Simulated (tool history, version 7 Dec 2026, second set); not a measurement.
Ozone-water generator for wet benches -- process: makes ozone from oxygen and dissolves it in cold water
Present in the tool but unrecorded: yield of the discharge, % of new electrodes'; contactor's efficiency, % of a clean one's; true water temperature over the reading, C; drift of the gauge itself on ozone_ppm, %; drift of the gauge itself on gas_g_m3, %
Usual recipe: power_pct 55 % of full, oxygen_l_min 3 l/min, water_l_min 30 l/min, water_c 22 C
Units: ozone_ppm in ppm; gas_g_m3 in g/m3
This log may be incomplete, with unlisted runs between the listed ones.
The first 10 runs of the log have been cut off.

| run | hour | power_pct | oxygen_l_min | water_l_min | water_c | hours of work since the electrodes were changed | hours of work since the contactor was cleaned | hours of work since the thermometer was calibrated | ozone_ppm | gas_g_m3 |
|---|---|---|---|---|---|---|---|---|---|---|
| 11 | 814.2 | 55 | 3 | 30 | 22 | 3266 | 3922 | 2491 | 9.3 | 169.7 |
| 12 | 952.1 | 56 | 3 | 30 | 22 | 3378 | 4033 | 2602 | 9.6 | 169.7 |
| 13 | 1020.4 | 56 | 3 | 30 | 22 | 3433 | 4088 | 2657 | 9.3 | 170 |
| 14 | 1152.2 | 56 | 1.63 | 30 | 22 | 3539 | 4195 | 2764 | 7.7 | 227.1 |
| 15 | 1266.9 | 56 | 1.63 | 30 | 22 | 3632 | 4288 | 2856 | 7.5 | 226.1 |
| 16 | 1388.4 | 56 | 1.63 | 30 | 22 | 3730 | 4386 | 2955 | 7.6 | 226.5 |
| 17 | 1458.5 | 56 | 1.63 | 30 | 22 | 3787 | 4442 | 3011 | 7.6 | 224.1 |
| 18 | 1530.1 | 56 | 2.75 | 27 | 25 | 3845 | 4500 | 3069 | 9.6 | 177 |
| 19 | 1660 | 56 | 2.75 | 27 | 25 | 3950 | 4605 | 3174 | 9.7 | 174.7 |
| 20 | 1738.1 | 55 | 3 | 27 | 16 | 4013 | 4668 | 3237 | 10.5 | 165.4 |
| 21 | 1836.3 | 50 | 3 | 26 | 14 | 4092 | 4747 | 3316 | 10.4 | 157.2 |
| 22 | 1944.3 | 55 | 3 | 26 | 17 | 4179 | 4835 | 3403 | 10.7 | 166.5 |
| 23 | 2067.3 | 48 | 3 | 43 | 22 | 4278 | 4934 | 3503 | 5.6 | 150.5 |
| 24 | 2177.3 | 69 | 3 | 38 | 21 | 4367 | 5023 | 3592 | 8.3 | 192.2 |
|  | 2221.5 | contactor cleaned |
| 25 | 2286.9 | 69 | 3 | 38 | 21 | 4453 | 53 | 3677 | 8.7 | 190.3 |
| 26 | 2353.6 | 69 | 3 | 38 | 21 | 4506 | 107 | 3731 | 8.7 | 191 |
| 27 | 2418.9 | 69 | 3 | 38 | 21 | 4559 | 159 | 3784 | 8.8 | 192.4 |
| 28 | 2553.5 | 55 | 4.09 | 25 | 22 | 4668 | 268 | 3892 | 11.7 | 141.2 |
| 29 | 2619.1 | 99 | 2.29 | 39 | 21 | 4721 | 321 | 3945 | 9.6 | 274.5 |
| 30 | 2697.1 | 46 | 3.59 | 22 | 29 | 4784 | 384 | 4008 | 10.5 | 133.1 |
| 31 | 2776 | 46 | 3.59 | 22 | 29 | 4848 | 448 | 4072 | 10.4 | 133.2 |
| 32 | 2869.9 | 72 | 2.9 | 40 | 30 | 4923 | 524 | 4148 | 7.6 | 198.1 |
| 33 | 2975.1 | 72 | 2.92 | 40 | 20 | 5008 | 609 | 4233 | 8.4 | 195 |
| 34 | 3088.7 | 72 | 2.92 | 40 | 20 | 5100 | 700 | 4324 | 8.3 | 195.3 |

Forecast each of these 3 alternatives for the next run:
| A | 3200.7 | 62 | 5.14 | 30 | 22 | 5191 | 791 | 4415 | ? | ? |
| B | 3200.7 | 72 | 1.64 | 40 | 20 | 5191 | 791 | 4415 | ? | ? |
| C | 3200.7 | 72 | 2.92 | 20 | 20 | 5191 | 791 | 4415 | ? | ? |

| run | ozone_ppm | gas_g_m3 |
|---|---|---|
| A | 11.2 | 135.7 |
| B | 6.5 | 254.7 |
| C | 16.3 | 192.4 |
The same runs, with their run-to-run variation unchanged, on a tool lacking any hidden condition would have given:
| run | ozone_ppm | gas_g_m3 |
|---|---|---|
| A | 13.2 | 158 |
| B | 7.8 | 302.3 |
| C | 19.5 | 228.4 |
